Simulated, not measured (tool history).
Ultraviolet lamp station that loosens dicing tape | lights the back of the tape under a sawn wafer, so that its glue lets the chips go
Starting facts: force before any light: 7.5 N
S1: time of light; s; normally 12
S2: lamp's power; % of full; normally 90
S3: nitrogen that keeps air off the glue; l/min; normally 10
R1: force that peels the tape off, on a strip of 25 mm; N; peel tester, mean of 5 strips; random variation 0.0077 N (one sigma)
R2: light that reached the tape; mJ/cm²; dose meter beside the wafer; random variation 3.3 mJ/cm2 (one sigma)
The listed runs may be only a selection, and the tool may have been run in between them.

{"run": 1, "hour": 0.0, "S1": 12, "S2": 90, "S3": 10, "R1": 0.626, "R2": 353}
{"run": 2, "hour": 18.2, "S1": 9, "S2": 90, "S3": 10, "R1": 1.177, "R2": 265}
{"run": 3, "hour": 47.4, "S1": 9, "S2": 65, "S3": 10, "R1": 1.96, "R2": 188}
{"run": 4, "hour": 67.1, "S1": 9, "S2": 65, "S3": 10, "R1": 1.934, "R2": 182}
{"run": 5, "hour": 95.1, "S1": 9, "S2": 65, "S3": 10, "R1": 1.987, "R2": 184}
{"run": 6, "hour": 130.6, "S1": 9, "S2": 65, "S3": 10, "R1": 2.062, "R2": 180}
{"run": 7, "hour": 156.9, "S1": 12, "S2": 90, "S3": 10, "R1": 0.798, "R2": 323}
{"hour": 183.7, "done": "window cleaned of glue's vapour"}
{"run": 8, "hour": 189.5, "S1": 12, "S2": 90, "S3": 10, "R1": 0.588, "R2": 377}
{"run": 9, "hour": 207.7, "S1": 12, "S2": 90, "S3": 10, "R1": 0.609, "R2": 369}
{"run": 10, "hour": 240.6, "S1": 12, "S2": 90, "S3": 10, "R1": 0.61, "R2": 365}
{"run": 11, "hour": 279.5, "S1": 12, "S2": 90, "S3": 10, "R1": 0.706, "R2": 354}
{"run": 12, "hour": 318.1, "S1": 12, "S2": 90, "S3": 10, "R1": 0.697, "R2": 342}
{"run": 13, "hour": 340.2, "S1": 12, "S2": 78, "S3": 10, "R1": 0.946, "R2": 297}
{"run": 14, "hour": 366.9, "S1": 12, "S2": 98, "S3": 5, "R1": 0.968, "R2": 359}
{"run": 15, "hour": 387.5, "S1": 12, "S2": 98, "S3": 5, "R1": 1.028, "R2": 354}
{"run": 16, "hour": 421.7, "S1": 12, "S2": 80, "S3": 3, "R1": 1.825, "R2": 281}
{"run": 17, "hour": 441.5, "S1": 20, "S2": 83, "S3": 4, "R1": 0.627, "R2": 482}
{"run": 18, "hour": 460.7, "S1": 7, "S2": 90, "S3": 13, "R1": 1.95, "R2": 179}
{"run": 19, "hour": 501.8, "S1": 6, "S2": 88, "S3": 5, "R1": 3.214, "R2": 149}
{"run": 20, "hour": 539.3, "S1": 13, "S2": 66, "S3": 4, "R1": 2.119, "R2": 230}
{"run": 21, "hour": 579.3, "S1": 16, "S2": 65, "S3": 9, "R1": 1.165, "R2": 272}
{"run": 22, "hour": 621.4, "S1": 16, "S2": 65, "S3": 9, "R1": 1.23, "R2": 265}
{"run": 23, "hour": 651.5, "S1": 16, "S2": 100, "S3": 7, "R1": 0.666, "R2": 393}
{"run": 24, "hour": 681.0, "S1": 16, "S2": 100, "S3": 7, "R1": 0.701, "R2": 385}

Branching from run 24: 3 alternative next runs. What would each branch give?
{"run": "A", "hour": 703.1, "S1": 12, "S2": 61, "S3": 10, "R1": "?", "R2": "?"}
{"run": "B", "hour": 703.1, "S1": 7, "S2": 100, "S3": 6, "R1": "?", "R2": "?"}
{"run": "C", "hour": 703.1, "S1": 21, "S2": 67, "S3": 10, "R1": "?", "R2": "?"}

run=A R1=2.129 R2=177
run=B R1=2.671 R2=170
run=C R1=0.743 R2=331
With the hidden condition removed and each run's random variation left untouched, the same runs would have given:
run=A R1=0.650 R2=362
run=B R1=0.973 R2=345
run=C R1=0.190 R2=682
